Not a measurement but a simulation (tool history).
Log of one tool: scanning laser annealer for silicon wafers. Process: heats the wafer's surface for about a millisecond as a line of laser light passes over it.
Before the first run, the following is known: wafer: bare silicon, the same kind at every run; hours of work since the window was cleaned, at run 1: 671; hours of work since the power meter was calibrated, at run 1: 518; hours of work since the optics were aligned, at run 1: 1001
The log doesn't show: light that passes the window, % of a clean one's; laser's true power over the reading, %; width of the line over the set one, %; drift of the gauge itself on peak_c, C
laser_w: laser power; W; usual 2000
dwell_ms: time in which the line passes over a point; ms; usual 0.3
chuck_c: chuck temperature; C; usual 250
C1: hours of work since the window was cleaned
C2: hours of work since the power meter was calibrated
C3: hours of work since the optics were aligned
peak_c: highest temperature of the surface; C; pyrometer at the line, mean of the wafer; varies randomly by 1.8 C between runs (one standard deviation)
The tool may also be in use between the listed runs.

{"run": 1, "day": 0.0, "laser_w": 2000, "dwell_ms": 0.3, "chuck_c": 250, "C1": 671, "C2": 518, "C3": 1001, "peak_c": 946}
{"run": 2, "day": 2.571, "laser_w": 2000, "dwell_ms": 0.3, "chuck_c": 250, "C1": 715, "C2": 562, "C3": 1046, "peak_c": 945}
{"run": 3, "day": 4.738, "laser_w": 2000, "dwell_ms": 0.254, "chuck_c": 250, "C1": 753, "C2": 600, "C3": 1083, "peak_c": 893}
{"run": 4, "day": 6.85, "laser_w": 1901, "dwell_ms": 0.3, "chuck_c": 250, "C1": 789, "C2": 637, "C3": 1120, "peak_c": 906}
{"run": 5, "day": 8.554, "laser_w": 1901, "dwell_ms": 0.3, "chuck_c": 250, "C1": 819, "C2": 666, "C3": 1149, "peak_c": 906}
{"run": 6, "day": 10.433, "laser_w": 2000, "dwell_ms": 0.3, "chuck_c": 250, "C1": 851, "C2": 699, "C3": 1182, "peak_c": 937}
{"day": 12.492, "done": "window over the wafer cleaned"}
{"run": 7, "day": 13.204, "laser_w": 2000, "dwell_ms": 0.262, "chuck_c": 250, "C1": 12, "C2": 745, "C3": 1228, "peak_c": 929}
{"run": 8, "day": 14.825, "laser_w": 2000, "dwell_ms": 0.262, "chuck_c": 250, "C1": 40, "C2": 773, "C3": 1256, "peak_c": 926}
{"run": 9, "day": 16.679, "laser_w": 2000, "dwell_ms": 0.262, "chuck_c": 250, "C1": 73, "C2": 805, "C3": 1288, "peak_c": 921}
{"day": 16.95, "done": "laser's power meter calibrated"}
{"run": 10, "day": 20.05, "laser_w": 1823, "dwell_ms": 0.37, "chuck_c": 257, "C1": 129, "C2": 54, "C3": 1345, "peak_c": 970}
{"run": 11, "day": 23.35, "laser_w": 1823, "dwell_ms": 0.37, "chuck_c": 257, "C1": 186, "C2": 111, "C3": 1402, "peak_c": 974}
{"run": 12, "day": 25.967, "laser_w": 1941, "dwell_ms": 0.37, "chuck_c": 280, "C1": 231, "C2": 156, "C3": 1447, "peak_c": 1041}
{"run": 13, "day": 28.667, "laser_w": 1941, "dwell_ms": 0.37, "chuck_c": 280, "C1": 278, "C2": 203, "C3": 1494, "peak_c": 1038}
{"day": 29.996, "done": "laser's power meter calibrated, once more"}
{"day": 31.462, "done": "optics aligned, line set to its width"}
{"run": 14, "day": 31.858, "laser_w": 1870, "dwell_ms": 0.357, "chuck_c": 271, "C1": 327, "C2": 29, "C3": 7, "peak_c": 1000}
{"run": 15, "day": 33.621, "laser_w": 1870, "dwell_ms": 0.357, "chuck_c": 271, "C1": 358, "C2": 59, "C3": 37, "peak_c": 999}
{"run": 16, "day": 36.908, "laser_w": 2093, "dwell_ms": 0.362, "chuck_c": 271, "C1": 415, "C2": 116, "C3": 94, "peak_c": 1090}
{"run": 17, "day": 39.025, "laser_w": 2093, "dwell_ms": 0.362, "chuck_c": 271, "C1": 452, "C2": 153, "C3": 131, "peak_c": 1086}

Forecast each of these 5 alternatives for the next run:
{"run": "A", "day": 41.762, "laser_w": 1758, "dwell_ms": 0.3, "chuck_c": 250, "C1": 499, "C2": 200, "C3": 178, "peak_c": "?"}
{"run": "B", "day": 41.762, "laser_w": 1862, "dwell_ms": 0.3, "chuck_c": 250, "C1": 499, "C2": 200, "C3": 178, "peak_c": "?"}
{"run": "C", "day": 41.762, "laser_w": 2093, "dwell_ms": 0.362, "chuck_c": 213, "C1": 499, "C2": 200, "C3": 178, "peak_c": "?"}
{"run": "D", "day": 41.762, "laser_w": 2093, "dwell_ms": 0.275, "chuck_c": 253, "C1": 499, "C2": 200, "C3": 178, "peak_c": "?"}
{"run": "E", "day": 41.762, "laser_w": 1996, "dwell_ms": 0.223, "chuck_c": 264, "C1": 499, "C2": 200, "C3": 178, "peak_c": "?"}

run=A peak_c=875
run=B peak_c=913
run=C peak_c=1029
run=D peak_c=971
run=E peak_c=882
What these runs would have given with no unlogged condition in the tool:
run=A peak_c=891
run=B peak_c=930
run=C peak_c=1050
run=D peak_c=989
run=E peak_c=898

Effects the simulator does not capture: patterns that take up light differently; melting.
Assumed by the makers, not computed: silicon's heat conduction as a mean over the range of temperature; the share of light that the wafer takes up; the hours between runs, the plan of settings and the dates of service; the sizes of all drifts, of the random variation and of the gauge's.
